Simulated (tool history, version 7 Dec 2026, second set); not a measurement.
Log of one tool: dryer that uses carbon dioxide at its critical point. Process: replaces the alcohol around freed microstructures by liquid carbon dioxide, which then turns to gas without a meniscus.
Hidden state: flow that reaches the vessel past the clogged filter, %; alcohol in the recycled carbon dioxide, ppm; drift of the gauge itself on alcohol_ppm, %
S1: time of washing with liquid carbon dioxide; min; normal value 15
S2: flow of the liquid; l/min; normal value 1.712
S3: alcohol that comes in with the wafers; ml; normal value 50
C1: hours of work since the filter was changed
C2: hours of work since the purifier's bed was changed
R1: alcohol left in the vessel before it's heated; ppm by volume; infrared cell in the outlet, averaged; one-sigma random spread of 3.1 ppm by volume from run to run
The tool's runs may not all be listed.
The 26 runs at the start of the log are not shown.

run 27 hour=238.3 | S1=10 S2=1.42 S3=50 | C1=83 C2=334 | R1=528
run 28 hour=245.8 | S1=11 S2=1.04 S3=50 | C1=88 C2=339 | R1=1032
run 29 hour=254 | S1=11 S2=1.04 S3=50 | C1=94 C2=344 | R1=1021
run 30 hour=261.4 | S1=11 S2=1.04 S3=31 | C1=99 C2=350 | R1=662
run 31 hour=273.3 | S1=11 S2=1.04 S3=31 | C1=107 C2=358 | R1=652
run 32 hour=284.6 | S1=19 S2=1.56 S3=67 | C1=115 C2=366 | R1=40
run 33 hour=295 | S1=12 S2=1.56 S3=106 | C1=122 C2=373 | R1=425
run 34 hour=307.3 | S1=15 S2=1.36 S3=50 | C1=131 C2=382 | R1=155

Below are 4 alternative next runs, each starting from the tool's condition after run 34. Predict each:
run A hour=320.1 | S1=15 S2=2.61 S3=72 | C1=140 C2=391 | R1=?
run B hour=320.1 | S1=19 S2=1.47 S3=34 | C1=140 C2=391 | R1=?
run C hour=320.1 | S1=15 S2=1.36 S3=71 | C1=140 C2=391 | R1=?
run D hour=320.1 | S1=17 S2=1.712 S3=50 | C1=140 C2=391 | R1=?

run=A R1=18
run=B R1=35
run=C R1=214
run=D R1=38
The same runs, with their run-to-run variation unchanged, on a tool lacking any hidden condition would have given:
run=A R1=3
run=B R1=15
run=C R1=152
run=D R1=18
